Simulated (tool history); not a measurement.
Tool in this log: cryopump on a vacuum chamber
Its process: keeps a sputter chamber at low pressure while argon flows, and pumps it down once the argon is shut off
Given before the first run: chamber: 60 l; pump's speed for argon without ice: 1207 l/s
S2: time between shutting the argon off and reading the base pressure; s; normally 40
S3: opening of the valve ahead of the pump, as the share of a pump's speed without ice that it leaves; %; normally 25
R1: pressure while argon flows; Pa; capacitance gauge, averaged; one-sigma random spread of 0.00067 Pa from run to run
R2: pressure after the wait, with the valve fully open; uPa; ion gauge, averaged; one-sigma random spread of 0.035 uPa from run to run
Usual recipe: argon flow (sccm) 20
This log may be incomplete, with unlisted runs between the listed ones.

{"run": 1, "day": 0.0, "argon flow (sccm)": 20, "S2": 40, "S3": 25, "R1": 0.1144, "R2": 5.12}
{"day": 2.242, "done": "leaking fittings of the chamber tightened, without venting"}
{"run": 2, "day": 4.296, "argon flow (sccm)": 20, "S2": 40, "S3": 25, "R1": 0.1166, "R2": 2.07}
{"run": 3, "day": 7.096, "argon flow (sccm)": 20, "S2": 40, "S3": 25, "R1": 0.1155, "R2": 2.03}
{"run": 4, "day": 10.546, "argon flow (sccm)": 20, "S2": 40, "S3": 19, "R1": 0.1528, "R2": 2.15}
{"run": 5, "day": 13.267, "argon flow (sccm)": 20, "S2": 40, "S3": 19, "R1": 0.1553, "R2": 2.31}
{"day": 17.212, "done": "pump warmed up, emptied and cooled again"}
{"run": 6, "day": 17.212, "argon flow (sccm)": 20, "S2": 40, "S3": 19, "R1": 0.1478, "R2": 2.28}
{"run": 7, "day": 19.862, "argon flow (sccm)": 20, "S2": 40, "S3": 19, "R1": 0.1481, "R2": 2.45}
{"run": 8, "day": 24.171, "argon flow (sccm)": 20, "S2": 40, "S3": 19, "R1": 0.1483, "R2": 2.48}
{"run": 9, "day": 26.729, "argon flow (sccm)": 20, "S2": 40, "S3": 25, "R1": 0.1136, "R2": 2.61}
{"run": 10, "day": 29.067, "argon flow (sccm)": 20, "S2": 40, "S3": 25, "R1": 0.114, "R2": 2.66}
{"run": 11, "day": 31.175, "argon flow (sccm)": 20, "S2": 40, "S3": 25, "R1": 0.1149, "R2": 2.71}
{"run": 12, "day": 33.8, "argon flow (sccm)": 20, "S2": 40, "S3": 25, "R1": 0.1154, "R2": 2.76}
{"run": 13, "day": 36.638, "argon flow (sccm)": 20, "S2": 40, "S3": 25, "R1": 0.1158, "R2": 2.89}
{"run": 14, "day": 39.092, "argon flow (sccm)": 20, "S2": 40, "S3": 25, "R1": 0.1156, "R2": 3.03}
{"run": 15, "day": 42.9, "argon flow (sccm)": 20, "S2": 40, "S3": 25, "R1": 0.1165, "R2": 3.17}
{"run": 16, "day": 46.025, "argon flow (sccm)": 8, "S2": 40, "S3": 25, "R1": 0.0472, "R2": 3.31}
{"day": 50.412, "done": "pump warmed up, emptied and cooled again"}
{"run": 17, "day": 50.412, "argon flow (sccm)": 8, "S2": 40, "S3": 25, "R1": 0.0444, "R2": 3.05}
{"run": 18, "day": 52.992, "argon flow (sccm)": 20, "S2": 157, "S3": 25, "R1": 0.1141, "R2": 2}
{"run": 19, "day": 56.625, "argon flow (sccm)": 20, "S2": 157, "S3": 25, "R1": 0.1146, "R2": 2.09}
{"run": 20, "day": 59.496, "argon flow (sccm)": 9, "S2": 40, "S3": 19, "R1": 0.0675, "R2": 3.46}
{"run": 21, "day": 63.617, "argon flow (sccm)": 9, "S2": 40, "S3": 19, "R1": 0.0681, "R2": 3.62}
{"run": 22, "day": 65.829, "argon flow (sccm)": 35, "S2": 277, "S3": 39, "R1": 0.1317, "R2": 2.22}
{"run": 23, "day": 68.983, "argon flow (sccm)": 20, "S2": 37, "S3": 45, "R1": 0.0668, "R2": 3.93}
{"run": 24, "day": 72.554, "argon flow (sccm)": 10, "S2": 31, "S3": 17, "R1": 0.0846, "R2": 4.37}
{"run": 25, "day": 76.188, "argon flow (sccm)": 10, "S2": 31, "S3": 17, "R1": 0.0851, "R2": 4.45}
{"run": 26, "day": 79.833, "argon flow (sccm)": 23, "S2": 93, "S3": 25, "R1": 0.1356, "R2": 3.27}
{"day": 83.492, "done": "pump warmed up, emptied and cooled again"}
{"run": 27, "day": 84.142, "argon flow (sccm)": 32, "S2": 40, "S3": 25, "R1": 0.1803, "R2": 3.86}
{"run": 28, "day": 88.142, "argon flow (sccm)": 29, "S2": 40, "S3": 34, "R1": 0.1232, "R2": 4.11}
{"run": 29, "day": 90.412, "argon flow (sccm)": 16, "S2": 62, "S3": 25, "R1": 0.0917, "R2": 3.63}
{"run": 30, "day": 94.438, "argon flow (sccm)": 16, "S2": 62, "S3": 16, "R1": 0.1421, "R2": 3.7}
{"run": 31, "day": 97.875, "argon flow (sccm)": 20, "S2": 40, "S3": 48, "R1": 0.0613, "R2": 4.53}
{"run": 32, "day": 101.392, "argon flow (sccm)": 10, "S2": 40, "S3": 40, "R1": 0.0369, "R2": 4.62}
{"run": 33, "day": 104.612, "argon flow (sccm)": 21, "S2": 40, "S3": 25, "R1": 0.1227, "R2": 4.71}
{"run": 34, "day": 107.162, "argon flow (sccm)": 21, "S2": 40, "S3": 25, "R1": 0.1216, "R2": 4.85}

Branching from run 34: 4 alternative next runs. What would each branch give?
{"run": "A", "day": 109.758, "argon flow (sccm)": 20, "S2": 40, "S3": 20, "R1": "?", "R2": "?"}
{"run": "B", "day": 109.758, "argon flow (sccm)": 28, "S2": 209, "S3": 25, "R1": "?", "R2": "?"}
{"run": "C", "day": 109.758, "argon flow (sccm)": 39, "S2": 73, "S3": 19, "R1": "?", "R2": "?"}
{"run": "D", "day": 109.758, "argon flow (sccm)": 20, "S2": 141, "S3": 25, "R1": "?", "R2": "?"}

run=A R1=0.1451 R2=4.96
run=B R1=0.1658 R2=3.66
run=C R1=0.2979 R2=4.17
run=D R1=0.1185 R2=3.98
Stripped of hidden state, with their random variation kept, the same runs would have yielded:
run=A R1=0.1396 R2=1.84
run=B R1=0.1581 R2=0.54
run=C R1=0.2873 R2=1.11
run=D R1=0.113 R2=0.74
